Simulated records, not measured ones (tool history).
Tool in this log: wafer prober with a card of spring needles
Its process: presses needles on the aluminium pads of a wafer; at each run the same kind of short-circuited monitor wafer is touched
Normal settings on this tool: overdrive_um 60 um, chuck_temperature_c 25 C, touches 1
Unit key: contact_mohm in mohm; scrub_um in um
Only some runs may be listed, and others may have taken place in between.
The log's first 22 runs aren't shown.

At hour 291.4: tips cleaned on abrasive film.
Run 23, hour 299.4: usual settings but overdrive_um 53 um, chuck_temperature_c 70 C, touches 3. Result: contact_mohm 299 mohm, scrub_um 8.05 um.
At hour 302.6: tips cleaned on abrasive film.
Run 24, hour 308.4: usual settings but chuck_temperature_c 92 C, touches 2. Result: contact_mohm 308 mohm, scrub_um 9.12 um.
At hour 313.9: tips cleaned on abrasive film.
Run 25, hour 319.4: usual settings but overdrive_um 78 um, chuck_temperature_c 31 C. Result: contact_mohm 288 mohm, scrub_um 11.91 um.
At hour 324.6: tips cleaned on abrasive film.
Run 26, hour 327.1: usual settings but overdrive_um 44 um, chuck_temperature_c 32 C, touches 2. Result: contact_mohm 293 mohm, scrub_um 6.59 um.
At hour 335.0: tips cleaned on abrasive film.
At hour 345.3: tips cleaned on abrasive film.
Run 27, hour 345.3: usual settings but overdrive_um 44 um, chuck_temperature_c 32 C, touches 2. Result: contact_mohm 280 mohm, scrub_um 6.61 um.
Run 28, hour 353.0: usual settings but overdrive_um 44 um, chuck_temperature_c 32 C, touches 2. Result: contact_mohm 312 mohm, scrub_um 6.62 um.
At hour 356.2: tips cleaned on abrasive film.
Run 29, hour 363.5: usual settings but overdrive_um 44 um, chuck_temperature_c 32 C, touches 2. Result: contact_mohm 313 mohm, scrub_um 6.60 um.
At hour 366.4: tips cleaned on abrasive film.
At hour 377.0: tips cleaned on abrasive film.
Run 30, hour 379.1: usual settings but overdrive_um 47 um, chuck_temperature_c 31 C, touches 2. Result: contact_mohm 282 mohm, scrub_um 7.08 um.
At hour 387.3: tips cleaned on abrasive film.
Run 31, hour 387.3: usual settings but overdrive_um 52 um, chuck_temperature_c 27 C, touches 2. Result: contact_mohm 277 mohm, scrub_um 7.81 um.
Run 32, hour 396.1: usual settings but overdrive_um 52 um, chuck_temperature_c 27 C, touches 2. Result: contact_mohm 308 mohm, scrub_um 7.82 um.
At hour 398.1: tips cleaned on abrasive film.
At hour 409.0: tips cleaned on abrasive film.
Run 33, hour 409.3: usual settings but overdrive_um 58 um, chuck_temperature_c 64 C, touches 2. Result: contact_mohm 285 mohm, scrub_um 8.77 um.

Each row is a separate what-if for the run after 33, all from the same tool condition, not one after another. Results?
At hour 419.8: tips cleaned on abrasive film.
Run A, hour 427.3: usual settings but overdrive_um 76 um, chuck_temperature_c 29 C. Result: contact_mohm ?, scrub_um ?.
At hour 419.8: tips cleaned on abrasive film.
Run B, hour 427.3: usual settings but overdrive_um 49 um, chuck_temperature_c 49 C. Result: contact_mohm ?, scrub_um ?.
At hour 419.8: tips cleaned on abrasive film.
Run C, hour 427.3: usual settings but overdrive_um 71 um, chuck_temperature_c 36 C, touches 2. Result: contact_mohm ?, scrub_um ?.

run  contact_mohm  scrub_um
  A           293     11.50
  B           325      7.32
  C           285     10.75
With the hidden condition removed and each run's random variation left untouched, the same runs would have given:
run  contact_mohm  scrub_um
  A           269     11.79
  B           276      7.60
  C           270     11.03

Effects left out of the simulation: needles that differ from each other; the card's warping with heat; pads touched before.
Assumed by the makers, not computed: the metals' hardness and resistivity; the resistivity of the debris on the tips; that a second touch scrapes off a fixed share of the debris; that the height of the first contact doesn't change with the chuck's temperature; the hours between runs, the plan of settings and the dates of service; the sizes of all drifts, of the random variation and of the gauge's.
